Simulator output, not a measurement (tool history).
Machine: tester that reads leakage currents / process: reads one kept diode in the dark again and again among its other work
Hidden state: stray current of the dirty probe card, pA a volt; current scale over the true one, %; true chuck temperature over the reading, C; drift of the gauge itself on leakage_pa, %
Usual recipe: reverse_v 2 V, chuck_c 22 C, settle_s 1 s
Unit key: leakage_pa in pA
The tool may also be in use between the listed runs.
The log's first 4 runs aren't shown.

run    hour  reverse_v  chuck_c  settle_s  hours of work since the probe card was cleaned  hours of work since the tester was calibrated  hours of work since the chuck was calibrated  leakage_pa
  5   322.7          2       22         1                                             434                                           1086                                           271       55.35
  6   400.5          2       22         1                                             476                                           1128                                           313       54.55
  7   491.2          2       22         1                                             525                                           1177                                           362       54.29
  8   579.2          2       22         1                                             573                                           1225                                           410       53.75
  9   668.1          2       22         1                                             622                                           1274                                           458       52.58
 10   736.6          2       22      0.77                                             659                                           1311                                           496       52.19
 11   788.6          2       22      0.77                                             687                                           1339                                           524        51.7
 12   862.8          2       41      0.77                                             727                                           1379                                           564       205.3
      945.2  -- chuck's temperature calibrated
 13   966.6          2       57         1                                             783                                           1435                                            12      556.15
 14  1025.8          2       29         1                                             815                                           1467                                            44       79.88
 15  1074.4          2       29         1                                             841                                           1493                                            70       79.13
 16  1168.5       8.77       22         1                                             893                                           1545                                           121       90.97
 17  1233.1          2       22      0.52                                             928                                           1580                                           157       45.88
 18  1303.3          2       22      0.52                                             966                                           1618                                           195       45.18
 19    1365          2       22       2.9                                             999                                           1651                                           228       44.33
 20  1449.7          2       22       2.9                                            1045                                           1697                                           274       43.74
 21  1534.7          2       22      1.55                                            1092                                           1744                                           320       43.26

For run 22, what comes out?
     1546.1  -- chuck's temperature calibrated, once more
 22  1584.5       1.75       47         1                                            1118                                           1770                                            21           ?

leakage_pa: 331.7 pA
The same run, on a tool lacking any hidden state, would have yielded leakage_pa 334.9 pA.
